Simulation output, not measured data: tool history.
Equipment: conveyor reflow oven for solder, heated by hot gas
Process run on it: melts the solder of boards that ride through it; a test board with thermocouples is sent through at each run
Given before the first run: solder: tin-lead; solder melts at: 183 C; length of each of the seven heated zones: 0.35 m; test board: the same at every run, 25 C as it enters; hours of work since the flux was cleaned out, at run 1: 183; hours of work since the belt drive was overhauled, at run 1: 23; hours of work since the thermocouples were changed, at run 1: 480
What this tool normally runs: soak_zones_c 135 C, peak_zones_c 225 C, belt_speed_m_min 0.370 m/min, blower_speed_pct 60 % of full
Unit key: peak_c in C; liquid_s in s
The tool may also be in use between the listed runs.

| run | day | soak_zones_c | peak_zones_c | belt_speed_m_min | blower_speed_pct | hours of work since the flux was cleaned out | hours of work since the belt drive was overhauled | hours of work since the thermocouples were changed | peak_c | liquid_s |
|---|---|---|---|---|---|---|---|---|---|---|
| 1 | 0.000 | 135 | 225 | 0.370 | 60 | 183 | 23 | 480 | 206.56 | 66.7 |
| 2 | 0.275 | 135 | 225 | 0.370 | 60 | 187 | 27 | 485 | 206.37 | 67.1 |
| 3 | 0.917 | 135 | 225 | 0.370 | 60 | 198 | 38 | 495 | 206.41 | 66.9 |
| 4 | 1.358 | 135 | 225 | 0.370 | 60 | 205 | 45 | 502 | 206.32 | 66.8 |
| 5 | 1.738 | 135 | 225 | 0.370 | 60 | 211 | 51 | 508 | 206.31 | 66.8 |
| 6 | 2.342 | 135 | 225 | 0.370 | 60 | 220 | 60 | 518 | 206.28 | 66.8 |
| 7 | 2.796 | 135 | 225 | 0.370 | 57 | 228 | 68 | 525 | 205.33 | 64.9 |
| 8 | 3.217 | 135 | 225 | 0.370 | 57 | 234 | 74 | 531 | 205.32 | 64.8 |
| 9 | 3.492 | 135 | 225 | 0.370 | 57 | 239 | 79 | 536 | 205.31 | 64.7 |
|  | 3.750 | flux residue cleaned out of gas plates and filters |
| 10 | 4.067 | 135 | 225 | 0.370 | 56 | 5 | 84 | 542 | 204.20 | 62.5 |
| 11 | 4.700 | 140 | 225 | 0.360 | 60 | 15 | 95 | 552 | 207.55 | 73.4 |
| 12 | 5.162 | 142 | 238 | 0.408 | 79 | 22 | 102 | 559 | 219.01 | 79.7 |
| 13 | 5.612 | 135 | 225 | 0.370 | 66 | 30 | 109 | 566 | 207.04 | 68.2 |
| 14 | 5.946 | 138 | 222 | 0.309 | 86 | 35 | 114 | 572 | 213.64 | 100.1 |
| 15 | 6.429 | 149 | 222 | 0.339 | 55 | 43 | 122 | 579 | 207.34 | 84.4 |
| 16 | 7.096 | 149 | 222 | 0.339 | 55 | 53 | 133 | 590 | 207.36 | 84.2 |
|  | 7.567 | flux residue cleaned out of gas plates and filters, once more |
| 17 | 7.888 | 149 | 222 | 0.300 | 55 | 5 | 142 | 599 | 212.32 | 106.9 |
| 18 | 8.538 | 149 | 222 | 0.300 | 55 | 15 | 152 | 610 | 212.19 | 107.1 |

The next listed run, before its measurement:
| 19 | 8.992 | 131 | 225 | 0.306 | 58 | 23 | 159 | 617 | ? | ? |

Run 19 produced peak_c 212.20 C, liquid_s 92.7 s.
With no hidden state in the tool, this same run would have given peak_c 210.89 C, liquid_s 90.6 s.

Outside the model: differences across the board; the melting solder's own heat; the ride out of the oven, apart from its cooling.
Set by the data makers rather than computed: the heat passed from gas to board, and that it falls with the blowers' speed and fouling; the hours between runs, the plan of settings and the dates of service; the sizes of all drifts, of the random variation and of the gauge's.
